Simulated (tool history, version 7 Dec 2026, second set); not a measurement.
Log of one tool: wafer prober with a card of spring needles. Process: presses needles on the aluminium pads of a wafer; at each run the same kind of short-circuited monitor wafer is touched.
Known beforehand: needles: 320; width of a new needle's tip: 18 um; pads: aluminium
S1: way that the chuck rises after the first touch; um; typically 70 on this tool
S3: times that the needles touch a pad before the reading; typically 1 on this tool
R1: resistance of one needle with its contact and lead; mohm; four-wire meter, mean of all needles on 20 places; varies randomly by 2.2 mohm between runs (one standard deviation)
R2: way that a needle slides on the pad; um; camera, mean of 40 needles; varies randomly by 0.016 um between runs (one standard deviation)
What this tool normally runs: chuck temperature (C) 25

{"run": 1, "day": 0.0, "S1": 70, "chuck temperature (C)": 25, "S3": 1, "R1": 247, "R2": 13.96}
{"run": 2, "day": 0.233, "S1": 70, "chuck temperature (C)": 31, "S3": 1, "R1": 251, "R2": 13.95}
{"run": 3, "day": 0.421, "S1": 51, "chuck temperature (C)": 25, "S3": 1, "R1": 251, "R2": 10.14}
{"run": 4, "day": 0.725, "S1": 51, "chuck temperature (C)": 25, "S3": 1, "R1": 251, "R2": 10.19}
{"run": 5, "day": 1.104, "S1": 70, "chuck temperature (C)": 25, "S3": 1, "R1": 244, "R2": 13.98}
{"run": 6, "day": 1.258, "S1": 70, "chuck temperature (C)": 25, "S3": 1, "R1": 246, "R2": 13.95}
{"run": 7, "day": 1.533, "S1": 70, "chuck temperature (C)": 25, "S3": 1, "R1": 245, "R2": 13.95}
{"run": 8, "day": 1.904, "S1": 70, "chuck temperature (C)": 25, "S3": 1, "R1": 248, "R2": 13.96}
{"run": 9, "day": 2.162, "S1": 70, "chuck temperature (C)": 25, "S3": 1, "R1": 245, "R2": 13.95}
{"run": 10, "day": 2.45, "S1": 70, "chuck temperature (C)": 25, "S3": 1, "R1": 248, "R2": 13.97}
{"run": 11, "day": 2.788, "S1": 70, "chuck temperature (C)": 25, "S3": 1, "R1": 248, "R2": 13.97}
{"run": 12, "day": 2.958, "S1": 63, "chuck temperature (C)": 25, "S3": 1, "R1": 247, "R2": 12.56}
{"run": 13, "day": 3.192, "S1": 70, "chuck temperature (C)": 25, "S3": 1, "R1": 247, "R2": 13.95}
{"run": 14, "day": 3.479, "S1": 70, "chuck temperature (C)": 25, "S3": 1, "R1": 248, "R2": 13.96}
{"run": 15, "day": 3.767, "S1": 70, "chuck temperature (C)": 25, "S3": 1, "R1": 250, "R2": 13.92}
{"run": 16, "day": 3.979, "S1": 72, "chuck temperature (C)": 25, "S3": 1, "R1": 247, "R2": 14.37}
{"run": 17, "day": 4.188, "S1": 72, "chuck temperature (C)": 25, "S3": 1, "R1": 249, "R2": 14.36}
{"run": 18, "day": 4.492, "S1": 85, "chuck temperature (C)": 42, "S3": 2, "R1": 248, "R2": 16.95}
{"run": 19, "day": 4.854, "S1": 82, "chuck temperature (C)": 52, "S3": 3, "R1": 254, "R2": 16.36}
{"run": 20, "day": 5.167, "S1": 70, "chuck temperature (C)": 79, "S3": 1, "R1": 260, "R2": 13.94}
{"run": 21, "day": 5.512, "S1": 70, "chuck temperature (C)": 79, "S3": 1, "R1": 259, "R2": 13.93}
{"run": 22, "day": 5.879, "S1": 70, "chuck temperature (C)": 79, "S3": 1, "R1": 260, "R2": 13.96}
{"run": 23, "day": 6.075, "S1": 70, "chuck temperature (C)": 79, "S3": 1, "R1": 262, "R2": 13.94}
{"run": 24, "day": 6.358, "S1": 51, "chuck temperature (C)": 79, "S3": 1, "R1": 265, "R2": 10.17}
{"run": 25, "day": 6.529, "S1": 60, "chuck temperature (C)": 63, "S3": 2, "R1": 258, "R2": 11.95}
{"run": 26, "day": 6.758, "S1": 65, "chuck temperature (C)": 63, "S3": 2, "R1": 258, "R2": 12.97}
{"run": 27, "day": 6.929, "S1": 88, "chuck temperature (C)": 60, "S3": 2, "R1": 259, "R2": 17.55}
{"run": 28, "day": 7.296, "S1": 88, "chuck temperature (C)": 60, "S3": 2, "R1": 251, "R2": 17.57}
{"run": 29, "day": 7.546, "S1": 87, "chuck temperature (C)": 73, "S3": 2, "R1": 256, "R2": 17.34}
{"run": 30, "day": 7.925, "S1": 62, "chuck temperature (C)": 25, "S3": 2, "R1": 249, "R2": 12.36}
{"run": 31, "day": 8.188, "S1": 70, "chuck temperature (C)": 47, "S3": 2, "R1": 254, "R2": 13.96}
{"run": 32, "day": 8.55, "S1": 68, "chuck temperature (C)": 64, "S3": 1, "R1": 255, "R2": 13.56}
{"run": 33, "day": 8.783, "S1": 79, "chuck temperature (C)": 28, "S3": 2, "R1": 249, "R2": 15.76}
{"run": 34, "day": 9.008, "S1": 79, "chuck temperature (C)": 28, "S3": 2, "R1": 245, "R2": 15.75}

Not shown here: 10 entries made in the log between runs. Locate each between two listed runs and compare the hidden state at the listed run before it with the hidden state at the listed run after it:
Run 3 -> run 4: tips cleaned on abrasive film (day 0.625)
  debris on the tips, nm: 1 -> 0.4
Run 7 -> run 8: tips cleaned on abrasive film (day 1.562)
  debris on the tips, nm: 1 -> 0.8
Run 10 -> run 11: tips cleaned on abrasive film (day 2.488)
  debris on the tips, nm: 1 -> 0.8
Run 13 -> run 14: tips cleaned on abrasive film (day 3.433)
  debris on the tips, nm: 1 -> 0.3
Run 17 -> run 18: tips cleaned on abrasive film (day 4.358)
  debris on the tips, nm: 1 -> 0.5
Run 20 -> run 21: tips cleaned on abrasive film (day 5.288)
  debris on the tips, nm: 1 -> 0.7
Run 23 -> run 24: tips cleaned on abrasive film (day 6.217)
  debris on the tips, nm: 1 -> 0.6
Run 27 -> run 28: tips cleaned on abrasive film (day 7.154)
  debris on the tips, nm: 1 -> 0.5
Run 30 -> run 31: tips cleaned on abrasive film (day 8.083)
  debris on the tips, nm: 1 -> 0.5
Run 33 -> run 34: tips cleaned on abrasive film (day 9.008)
  debris on the tips, nm: 1 -> 0.1

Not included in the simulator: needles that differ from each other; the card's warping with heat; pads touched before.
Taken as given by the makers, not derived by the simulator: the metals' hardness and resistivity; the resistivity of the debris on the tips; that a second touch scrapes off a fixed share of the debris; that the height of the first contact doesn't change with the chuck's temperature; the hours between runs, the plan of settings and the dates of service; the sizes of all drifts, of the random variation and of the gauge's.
